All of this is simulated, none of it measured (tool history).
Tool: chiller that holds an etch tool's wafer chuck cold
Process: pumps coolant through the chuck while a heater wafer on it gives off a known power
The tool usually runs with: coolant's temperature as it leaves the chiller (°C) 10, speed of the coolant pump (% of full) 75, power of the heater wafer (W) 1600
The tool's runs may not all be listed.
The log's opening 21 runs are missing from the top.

run,hour,coolant's temperature as it leaves the chiller (°C),speed of the coolant pump (% of full),power of the heater wafer (W),chuck's temperature once it has settled (°C),how much warmer the coolant comes back (C)
22,1742.3,9,93,896,16.4,3.04
23,1793.5,9,93,896,16.3,3.08
24,1904.1,8,75,963,17.4,4.10
25,2021.5,0,98,1225,10.0,4.00
26,2082.2,4,92,1000,12.5,3.43
27,2192.0,10,60,1257,24.8,6.86
28,2262.3,6,82,1600,20.8,6.21
29,2364.6,18,75,1352,31.5,5.84
30,2478.8,1,77,1068,11.4,4.45

What does the tool deliver on the next run?
31,2583.4,10,97,962,?,?

Run 31 came out at chuck's temperature once it has settled (°C) 17.9, how much warmer the coolant comes back (C) 3.17.
Take away the tool's hidden state, keep the run-to-run variation as it was, and the same run would have given chuck's temperature once it has settled (°C) 17.9, how much warmer the coolant comes back (C) 3.17.
